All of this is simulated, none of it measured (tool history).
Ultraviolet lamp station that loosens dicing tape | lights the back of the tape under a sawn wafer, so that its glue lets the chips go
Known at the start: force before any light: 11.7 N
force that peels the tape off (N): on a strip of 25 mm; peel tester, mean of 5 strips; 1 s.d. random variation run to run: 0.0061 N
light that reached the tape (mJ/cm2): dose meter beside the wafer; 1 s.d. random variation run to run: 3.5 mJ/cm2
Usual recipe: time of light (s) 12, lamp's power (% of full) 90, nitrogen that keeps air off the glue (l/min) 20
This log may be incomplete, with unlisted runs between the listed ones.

| run | day | time of light (s) | lamp's power (% of full) | nitrogen that keeps air off the glue (l/min) | force that peels the tape off (N) | light that reached the tape (mJ/cm2) |
|---|---|---|---|---|---|---|
| 1 | 0.000 | 12 | 90 | 20 | 0.257 | 516 |
| 2 | 2.029 | 12 | 90 | 20 | 0.262 | 500 |
| 3 | 4.758 | 12 | 90 | 20 | 0.287 | 487 |
| 4 | 6.921 | 12 | 90 | 20 | 0.325 | 473 |
| 5 | 10.154 | 22 | 90 | 20 | 0.074 | 841 |
| 6 | 13.600 | 22 | 72 | 20 | 0.121 | 645 |
| 7 | 15.779 | 22 | 72 | 20 | 0.131 | 630 |
| 8 | 17.854 | 16 | 90 | 20 | 0.183 | 564 |
|  | 19.058 | window cleaned of glue's vapour |
| 9 | 21.338 | 16 | 90 | 20 | 0.327 | 470 |
| 10 | 24.508 | 16 | 90 | 20 | 0.381 | 451 |
| 11 | 27.354 | 16 | 90 | 20 | 0.419 | 426 |
| 12 | 29.475 | 12 | 97 | 20 | 0.827 | 337 |
| 13 | 32.942 | 12 | 97 | 20 | 0.954 | 315 |
| 14 | 35.133 | 12 | 97 | 20 | 1.038 | 310 |
|  | 36.642 | window cleaned of glue's vapour, once more |
| 15 | 37.658 | 12 | 87 | 20 | 0.344 | 454 |
| 16 | 40.767 | 7 | 90 | 20 | 1.416 | 267 |
| 17 | 44.054 | 7 | 90 | 20 | 1.478 | 259 |
| 18 | 47.075 | 12 | 81 | 20 | 0.570 | 389 |
| 19 | 49.567 | 12 | 90 | 9 | 1.120 | 418 |
| 20 | 51.738 | 12 | 90 | 9 | 1.189 | 412 |
| 21 | 54.621 | 12 | 90 | 9 | 1.322 | 398 |
| 22 | 56.446 | 20 | 96 | 20 | 0.098 | 683 |
|  | 57.671 | window cleaned of glue's vapour |
| 23 | 59.346 | 20 | 96 | 20 | 0.078 | 790 |
|  | 60.771 | lamp changed |
| 24 | 62.725 | 11 | 90 | 20 | 0.274 | 496 |
| 25 | 64.250 | 15 | 90 | 19 | 0.128 | 660 |
| 26 | 65.929 | 7 | 85 | 26 | 0.958 | 290 |
| 27 | 67.467 | 23 | 99 | 15 | 0.077 | 1076 |
| 28 | 70.079 | 11 | 83 | 9 | 1.132 | 420 |
| 29 | 72.650 | 11 | 83 | 9 | 1.222 | 409 |
| 30 | 74.758 | 11 | 83 | 9 | 1.291 | 398 |
| 31 | 77.433 | 11 | 83 | 9 | 1.371 | 383 |
|  | 78.800 | window cleaned of glue's vapour |
| 32 | 80.417 | 9 | 74 | 11 | 1.544 | 333 |
| 33 | 83.825 | 11 | 90 | 20 | 0.312 | 475 |
| 34 | 86.446 | 11 | 90 | 20 | 0.349 | 461 |
| 35 | 89.367 | 12 | 90 | 8 | 0.870 | 490 |
| 36 | 90.767 | 8 | 68 | 8 | 3.255 | 236 |
| 37 | 93.558 | 10 | 68 | 11 | 1.958 | 290 |
| 38 | 96.525 | 10 | 68 | 11 | 2.077 | 285 |
| 39 | 98.971 | 16 | 89 | 25 | 0.136 | 571 |
|  | 100.017 | window cleaned of glue's vapour |
| 40 | 102.421 | 16 | 89 | 25 | 0.092 | 663 |
| 41 | 104.583 | 11 | 60 | 21 | 1.049 | 302 |
| 42 | 106.329 | 11 | 60 | 21 | 1.116 | 296 |

For some of the steps in force that peels the tape off (N) from one run to the next: how much would appear even if the tool had no hidden state, given the settings, what came in and random variation, and how much remains for the hidden state plus any gauge scatter that the measured result and the result without hidden state don't share?
Hidden state at play: lamp's light, % of a new lamp's; light that the window lets through, % of a clean one's; drift of the gauge itself on peel_n, %; drift of the gauge itself on dose_mj_cm2, %.
Run 14 -> 15: lamp's power (% of full) 97 -> 87, window cleaned of glue's vapour, once more. force that peels the tape off (N) -0.694: hidden state -0.751, all else +0.057.
Run 21 -> 22: time of light (s) 12 -> 20, lamp's power (% of full) 90 -> 96, nitrogen that keeps air off the glue (l/min) 9 -> 20. force that peels the tape off (N) -1.224: hidden state -0.765, all else -0.459.
Run 35 -> 36: time of light (s) 12 -> 8, lamp's power (% of full) 90 -> 68. force that peels the tape off (N) +2.385: hidden state +0.429, all else +1.956.
Run 36 -> 37: time of light (s) 8 -> 10, nitrogen that keeps air off the glue (l/min) 8 -> 11. force that peels the tape off (N) -1.297: hidden state -0.072, all else -1.225.
Run 38 -> 39: time of light (s) 10 -> 16, lamp's power (% of full) 68 -> 89, nitrogen that keeps air off the glue (l/min) 11 -> 25. force that peels the tape off (N) -1.941: hidden state -0.730, all else -1.211.
